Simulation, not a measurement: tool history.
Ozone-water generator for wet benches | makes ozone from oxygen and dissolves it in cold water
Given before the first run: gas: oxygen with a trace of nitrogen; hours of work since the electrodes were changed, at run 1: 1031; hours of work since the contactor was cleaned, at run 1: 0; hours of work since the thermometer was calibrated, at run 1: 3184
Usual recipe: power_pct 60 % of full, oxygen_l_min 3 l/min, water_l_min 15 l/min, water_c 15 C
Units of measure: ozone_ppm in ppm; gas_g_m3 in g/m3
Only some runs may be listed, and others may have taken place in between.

| run | hour | power_pct | oxygen_l_min | water_l_min | water_c | hours of work since the electrodes were changed | hours of work since the contactor was cleaned | hours of work since the thermometer was calibrated | ozone_ppm | gas_g_m3 |
|---|---|---|---|---|---|---|---|---|---|---|
| 1 | 0 | 60 | 3 | 15 | 15 | 1031 | 0 | 3184 | 14.9 | 170.5 |
| 2 | 80.2 | 60 | 3 | 15 | 21 | 1107 | 76 | 3261 | 13.7 | 170.3 |
| 3 | 202.7 | 60 | 3 | 15 | 15 | 1224 | 193 | 3378 | 14.6 | 168.1 |
| 4 | 355.5 | 61 | 3 | 15 | 15 | 1370 | 339 | 3523 | 14.8 | 169.5 |
| 5 | 476.3 | 52 | 3 | 15 | 15 | 1485 | 454 | 3638 | 13.4 | 154.7 |
| 6 | 623.7 | 52 | 3 | 15 | 15 | 1625 | 594 | 3779 | 13.1 | 155.2 |
| 7 | 810.9 | 52 | 3 | 15 | 15 | 1804 | 773 | 3957 | 12.9 | 153 |
|  | 824.7 | water thermometer calibrated |
| 8 | 945.1 | 52 | 3 | 15 | 15 | 1931 | 900 | 115 | 12.8 | 151.9 |
| 9 | 1064.5 | 52 | 3 | 15 | 15 | 2045 | 1014 | 229 | 12.7 | 151 |
| 10 | 1168.2 | 52 | 3 | 15 | 15 | 2144 | 1113 | 327 | 12.8 | 150.7 |
| 11 | 1294.2 | 97 | 4.76 | 11 | 8 | 2264 | 1233 | 448 | 23.5 | 153.7 |

Alternative continuations, all from the tool just after run 11; predict every row:
| A | 1389 | 60 | 3 | 15 | 8 | 2354 | 1323 | 538 | ? | ? |
| B | 1389 | 89 | 1.56 | 11 | 15 | 2354 | 1323 | 538 | ? | ? |
| C | 1389 | 85 | 1.56 | 15 | 13 | 2354 | 1323 | 538 | ? | ? |
| D | 1389 | 60 | 2.96 | 21 | 16 | 2354 | 1323 | 538 | ? | ? |
| E | 1389 | 97 | 1.74 | 13 | 15 | 2354 | 1323 | 538 | ? | ? |

| run | ozone_ppm | gas_g_m3 |
|---|---|---|
| A | 14.5 | 159.7 |
| B | 21.2 | 294.9 |
| C | 15.3 | 288 |
| D | 9.5 | 161.3 |
| E | 19.3 | 290 |
Had the tool no hidden state, the same runs would have come out as:
| run | ozone_ppm | gas_g_m3 |
|---|---|---|
| A | 17.1 | 181.8 |
| B | 25.8 | 346.5 |
| C | 18.7 | 336.9 |
| D | 11.3 | 183.6 |
| E | 23.6 | 343 |
